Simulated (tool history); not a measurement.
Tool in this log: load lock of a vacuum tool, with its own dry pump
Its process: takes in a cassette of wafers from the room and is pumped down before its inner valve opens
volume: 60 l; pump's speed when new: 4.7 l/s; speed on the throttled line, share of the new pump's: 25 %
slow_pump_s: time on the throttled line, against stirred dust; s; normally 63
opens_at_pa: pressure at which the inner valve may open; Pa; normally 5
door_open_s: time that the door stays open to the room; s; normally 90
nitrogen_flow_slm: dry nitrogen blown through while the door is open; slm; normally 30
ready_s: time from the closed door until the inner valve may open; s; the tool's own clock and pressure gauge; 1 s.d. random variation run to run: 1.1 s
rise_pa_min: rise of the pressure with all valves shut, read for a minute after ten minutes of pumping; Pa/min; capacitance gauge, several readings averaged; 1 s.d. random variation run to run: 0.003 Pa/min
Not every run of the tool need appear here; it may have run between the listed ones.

run	day	slow_pump_s	opens_at_pa	door_open_s	nitrogen_flow_slm	incoming humidity of the room's air, %	ready_s	rise_pa_min
1	0	63	5	90	30	47.9	173.4	0.032
2	8.796	63	5	90	30	42.9	172.8	0.026
3	13.633	63	5	90	30	42.3	176.2	0.029
4	18.167	63	5	90	30	44.7	173.6	0.022
5	25.425	77	5	90	30	48.4	185.8	0.033
6	30.108	77	5	90	30	44.2	182.6	0.035
7	35.446	122	5	90	30	46.4	217	0.033
8	41.633	96	5	90	30	42.8	198	0.028
9	51.329	63	5	90	30	42.9	173.8	0.03
10	60.762	63	5	90	30	44.4	176.4	0.029
11	68.204	63	8	90	30	47.7	167.8	0.032
12	73.462	63	8	90	30	43.9	167.6	0.032
13	82.625	63	5	90	30	43.8	172.2	0.027
14	90.262	63	5	90	8	46.7	174.2	0.057
15	100.788	63	5	90	8	45.1	173.5	0.054
16	108.688	63	5	90	30	47.6	175.3	0.032
17	118.058	63	8	90	30	43.2	167.8	0.026
18	127.15	63	8	90	30	45.5	167.5	0.027
19	133.946	63	8	90	30	44.6	168.6	0.031
20	138.621	123	8	90	6	44.5	214.8	0.065
21	145.167	82	9	90	32	43.9	180.7	0.031
22	155.346	63	5	233	7	45.1	175.3	0.075
23	160.704	63	5	90	5	46.4	173.5	0.066
24	165.642	88	5	46	13	45.2	193.4	0.033
25	174.462	88	5	46	13	42.8	195	0.036
26	180.712	88	5	46	13	46.8	192.6	0.035
27	189.979	55	7	122	8	46	163.5	0.057
28	195.317	55	7	122	8	47.8	164.3	0.058
29	202.696	63	6	29	34	45.9	172.4	0.023
30	210.379	89	8	90	30	46.6	188.1	0.029
31	220.212	43	8	90	30	48.1	152.5	0.037
32	227.738	72	5	29	30	45.5	180.9	0.022
33	233.6	37	5	90	14	47.8	155.9	0.044
34	243	37	5	90	14	43.5	153.4	0.045
35	248.592	37	5	90	14	44.6	155.3	0.042
36	252.896	37	5	90	14	45.5	155.5	0.047
37	257.675	37	5	90	14	46.9	154.9	0.046

Below are 4 alternative next runs, each starting from the tool's condition after run 37. Predict each:
A	262.854	73	8	90	27	46	?	?
B	262.854	56	5	90	25	44.2	?	?
C	262.854	81	5	90	30	44.2	?	?
D	262.854	37	5	42	14	48	?	?

run	ready_s	rise_pa_min
A	176.5	0.033
B	167.4	0.033
C	190	0.029
D	153.7	0.037
Had the tool no hidden state, the same runs would have come out as:
run	ready_s	rise_pa_min
A	176.5	0.032
B	167.4	0.031
C	190	0.027
D	153.7	0.036

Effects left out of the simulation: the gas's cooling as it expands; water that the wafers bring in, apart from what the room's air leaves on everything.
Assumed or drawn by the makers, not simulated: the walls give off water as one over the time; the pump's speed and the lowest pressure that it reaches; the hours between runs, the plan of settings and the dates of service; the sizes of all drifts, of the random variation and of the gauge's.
